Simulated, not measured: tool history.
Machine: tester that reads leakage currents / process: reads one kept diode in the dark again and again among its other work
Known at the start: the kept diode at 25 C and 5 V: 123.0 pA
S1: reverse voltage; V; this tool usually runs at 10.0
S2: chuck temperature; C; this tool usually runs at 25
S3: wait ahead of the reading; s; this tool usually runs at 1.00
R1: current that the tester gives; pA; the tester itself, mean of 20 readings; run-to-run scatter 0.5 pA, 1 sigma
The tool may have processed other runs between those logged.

{"run": 1, "hour": 0.0, "S1": 10.0, "S2": 25, "S3": 1.0, "R1": 165.33}
{"run": 2, "hour": 162.1, "S1": 10.0, "S2": 25, "S3": 4.39, "R1": 165.46}
{"run": 3, "hour": 292.8, "S1": 10.0, "S2": 25, "S3": 4.39, "R1": 164.98}
{"run": 4, "hour": 538.6, "S1": 10.0, "S2": 25, "S3": 1.0, "R1": 165.28}
{"hour": 559.2, "done": "tester calibrated"}
{"run": 5, "hour": 717.1, "S1": 10.0, "S2": 29, "S3": 1.0, "R1": 237.94}
{"run": 6, "hour": 872.0, "S1": 10.0, "S2": 25, "S3": 1.0, "R1": 164.56}
{"run": 7, "hour": 975.6, "S1": 10.0, "S2": 25, "S3": 0.4, "R1": 165.49}
{"hour": 996.7, "done": "probe card cleaned and baked"}
{"run": 8, "hour": 1158.8, "S1": 2.5, "S2": 38, "S3": 0.86, "R1": 292.72}
{"run": 9, "hour": 1313.8, "S1": 1.3, "S2": 23, "S3": 0.86, "R1": 58.23}

Expected results for the next run?
{"run": 10, "hour": 1418.7, "S1": 1.0, "S2": 33, "S3": 1.54, "R1": "?"}

R1: 129.28 pA
If the tool had no hidden condition, the same run with the same run-to-run variation would have returned R1 129.17 pA.

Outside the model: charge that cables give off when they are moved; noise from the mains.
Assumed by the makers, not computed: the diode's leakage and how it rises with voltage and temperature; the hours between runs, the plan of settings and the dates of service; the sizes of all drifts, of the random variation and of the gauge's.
